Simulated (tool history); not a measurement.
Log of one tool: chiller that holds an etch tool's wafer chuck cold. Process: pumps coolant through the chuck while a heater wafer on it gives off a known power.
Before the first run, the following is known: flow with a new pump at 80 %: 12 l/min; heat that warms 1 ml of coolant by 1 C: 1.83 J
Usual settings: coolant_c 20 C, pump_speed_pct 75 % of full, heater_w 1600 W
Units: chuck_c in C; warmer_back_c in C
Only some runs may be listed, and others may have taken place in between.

run,hour,coolant_c,pump_speed_pct,heater_w,chuck_c,warmer_back_c
1,0.0,20,75,1600,30.5,4.66
2,12.7,20,75,1600,30.3,4.71
3,34.1,20,75,1600,30.4,4.76
4,61.0,20,75,1600,30.3,4.75
5,78.3,20,75,1600,30.3,4.68
6,97.6,20,75,1600,30.4,4.71
7,123.7,20,75,1600,30.3,4.75
8,136.7,20,75,1600,30.3,4.77
9,149.4,20,75,1600,30.4,4.72
10,171.2,20,75,1600,30.4,4.76
11,201.0,20,65,1600,31.8,5.54
12,227.8,20,65,1600,31.9,5.58
13,240.6,20,65,1600,31.7,5.51
14,260.1,24,65,1600,35.7,5.52
15,272.7,24,65,1600,35.9,5.64
16,300.9,20,75,1024,26.9,3.20
17,327.4,20,65,1463,30.8,5.12
18,356.8,20,98,930,24.7,2.29
19,386.3,15,75,2151,28.7,6.53
20,402.0,16,68,825,21.8,2.67
21,425.4,16,68,825,21.9,2.71
22,448.6,16,68,825,21.9,2.70
23,462.3,20,75,2091,33.6,6.16
24,480.1,27,63,1600,39.2,5.59
25,507.7,27,63,1600,39.1,5.63
26,525.1,27,63,1600,39.0,5.66
27,555.5,27,63,1600,39.3,5.73
28,570.6,20,83,1190,26.8,3.28
29,589.3,15,97,1600,23.0,3.72
30,611.2,15,97,1600,23.0,3.73
31,634.1,15,75,1319,23.4,4.00

Not shown: 1 entry that the log had between the listed runs. Between which runs, and how does the tool's hidden state differ before and after?
Run 19 -> run 20: gauge calibrated (hour 402.0)
  drift of the gauge itself on warmer_back_c, C: 0.24 -> 0
  measured value less the no-hidden-state value, warmer_back_c: +0.24 -> +0.00 C
